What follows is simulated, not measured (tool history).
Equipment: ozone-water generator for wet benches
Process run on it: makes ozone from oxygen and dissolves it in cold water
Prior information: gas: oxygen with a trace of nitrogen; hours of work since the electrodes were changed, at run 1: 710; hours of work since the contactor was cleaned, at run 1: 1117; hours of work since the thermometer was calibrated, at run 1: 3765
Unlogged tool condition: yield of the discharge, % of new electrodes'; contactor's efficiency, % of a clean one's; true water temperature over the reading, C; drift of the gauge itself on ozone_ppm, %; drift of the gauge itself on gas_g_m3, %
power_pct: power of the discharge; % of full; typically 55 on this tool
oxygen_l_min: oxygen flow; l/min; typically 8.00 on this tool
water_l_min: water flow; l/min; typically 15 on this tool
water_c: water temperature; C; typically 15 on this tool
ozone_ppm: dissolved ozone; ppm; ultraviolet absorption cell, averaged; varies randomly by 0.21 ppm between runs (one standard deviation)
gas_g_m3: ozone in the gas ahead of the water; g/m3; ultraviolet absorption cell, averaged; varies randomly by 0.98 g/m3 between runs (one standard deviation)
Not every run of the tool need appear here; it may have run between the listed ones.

run,hour,power_pct,oxygen_l_min,water_l_min,water_c,hours of work since the electrodes were changed,hours of work since the contactor was cleaned,hours of work since the thermometer was calibrated,ozone_ppm,gas_g_m3
1,0.0,55,8.00,15,15,710,1117,3765,29.4,165.9
2,41.4,55,8.00,15,15,746,1153,3800,29.8,165.3
3,76.6,55,8.00,15,15,776,1183,3830,29.3,166.4
4,102.4,55,8.00,9,15,798,1205,3852,37.1,166.6
5,144.5,55,8.00,12,15,834,1241,3888,32.9,165.3
6,179.9,75,8.00,12,15,864,1272,3919,38.7,195.0
7,200.4,75,8.00,12,15,882,1289,3936,38.4,195.2
8,231.2,75,8.00,21,15,908,1316,3963,28.9,197.1
9,260.9,75,8.00,21,15,934,1341,3988,28.8,196.1
10,295.6,55,8.00,15,9,964,1371,4018,32.8,164.8
11,319.5,55,8.00,15,9,984,1391,4038,32.8,165.5
12,343.1,55,8.00,15,9,1004,1412,4059,32.8,166.6
13,381.8,55,8.00,16,15,1038,1445,4092,28.8,166.4
14,419.3,55,8.00,15,15,1070,1477,4124,29.3,165.9
15,447.8,55,8.00,15,15,1094,1501,4148,29.6,163.6
# hour 451.2: water thermometer calibrated
16,476.7,55,8.00,15,15,1118,1526,22,29.1,165.6
17,498.4,55,8.00,15,15,1137,1544,40,29.0,166.0
18,533.2,55,8.00,15,15,1167,1574,70,29.6,163.5
19,566.6,44,6.37,24,9,1195,1603,99,21.0,163.9
20,591.4,41,13.59,15,15,1217,1624,120,23.9,113.4
21,624.5,64,8.82,9,8,1245,1652,148,45.6,171.2
22,645.0,83,5.58,15,21,1263,1670,166,32.4,239.7
23,672.6,40,8.00,19,17,1286,1694,190,21.0,138.9
# hour 683.9: water thermometer calibrated, once more
24,706.8,40,8.00,19,17,1315,1722,20,21.3,138.7
25,736.3,41,7.89,11,17,1340,1748,45,27.7,142.4
26,755.1,41,7.89,22,10,1357,1764,61,21.9,143.2
27,777.1,41,7.89,22,13,1375,1783,80,20.8,141.9
28,819.9,53,8.00,15,22,1412,1819,117,24.6,163.3
29,842.7,73,11.30,21,11,1432,1839,136,30.0,161.7
30,860.6,79,11.30,15,11,1447,1854,151,37.3,170.0

Run 31 comes next. What will it give?
31,881.7,66,10.35,10,16,1465,1872,170,?,?

ozone_ppm: 35.9 ppm
gas_g_m3: 160.0 g/m3
The same run, on a tool lacking any hidden state, would have yielded ozone_ppm 37.4 ppm, gas_g_m3 165.0 g/m3.
